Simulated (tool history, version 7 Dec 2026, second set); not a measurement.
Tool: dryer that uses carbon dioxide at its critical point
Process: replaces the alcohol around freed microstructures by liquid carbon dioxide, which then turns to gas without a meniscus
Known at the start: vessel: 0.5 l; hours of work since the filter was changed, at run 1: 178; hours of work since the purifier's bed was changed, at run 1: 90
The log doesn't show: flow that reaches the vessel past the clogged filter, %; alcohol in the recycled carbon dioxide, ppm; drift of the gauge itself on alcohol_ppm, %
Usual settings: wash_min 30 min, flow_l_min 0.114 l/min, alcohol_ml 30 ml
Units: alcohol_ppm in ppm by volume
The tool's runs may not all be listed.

run	hour	wash_min	flow_l_min	alcohol_ml	hours of work since the filter was changed	hours of work since the purifier's bed was changed	alcohol_ppm
1	0	30	0.114	30	178	90	542
2	34.5	30	0.114	30	205	116	561
3	65.3	26	0.114	30	228	140	1040
4	93.7	26	0.114	30	250	161	1056
5	123.7	26	0.114	30	273	184	1099
6	145.8	26	0.114	30	290	201	1118
7	181.1	34	0.114	30	317	228	403
8	219.3	30	0.166	30	346	257	204
9	257	30	0.114	30	375	286	724
10	296.2	30	0.114	30	405	316	748
11	324.7	30	0.114	30	426	338	767
12	367.7	30	0.114	30	459	371	818
13	388.9	33	0.114	30	475	387	582
14	420.9	21	0.114	30	500	411	2813
# hour 446.6: inlet filter changed
15	459.4	21	0.114	30	10	440	2150
16	497	30	0.091	30	39	469	1398
17	542	30	0.091	30	73	503	1400
18	566.3	30	0.091	30	91	522	1451
19	613	30	0.091	30	127	557	1485
20	645.3	35	0.099	56	152	582	1094
21	668	32	0.114	30	169	599	624
# hour 674.6: purifier's bed changed
22	699.1	35	0.185	24	191	19	20
23	745.8	30	0.114	37	226	54	693
24	787.7	46	0.138	29	258	86	60
25	823.6	46	0.138	29	286	114	74
26	845.6	46	0.138	29	303	131	65
27	868.1	30	0.083	30	320	148	1991
28	895.9	30	0.105	30	341	169	902
29	916.5	30	0.105	30	357	185	962
30	935.6	30	0.138	29	371	199	328
31	960.6	30	0.138	29	390	218	341
32	996.1	40	0.121	24	417	246	188
33	1032.3	40	0.121	78	445	273	386
34	1052.1	40	0.121	78	460	288	391
35	1081.2	30	0.114	98	483	311	2332
36	1102.8	23	0.069	49	499	327	12079
# hour 1128.9: inlet filter changed
37	1136.8	26	0.076	45	6	352	5151

Forecast each of these 5 alternatives for the next run:
A	1179.4	25	0.076	45	39	385	?
B	1179.4	30	0.163	30	39	385	?
C	1179.4	26	0.082	45	39	385	?
D	1179.4	30	0.19	81	39	385	?
E	1179.4	26	0.128	95	39	385	?

run	alcohol_ppm
A	5764
B	236
C	4251
D	229
E	1836
Without the tool's hidden state the same runs would have given:
run	alcohol_ppm
A	5425
B	63
C	3942
D	55
E	1583

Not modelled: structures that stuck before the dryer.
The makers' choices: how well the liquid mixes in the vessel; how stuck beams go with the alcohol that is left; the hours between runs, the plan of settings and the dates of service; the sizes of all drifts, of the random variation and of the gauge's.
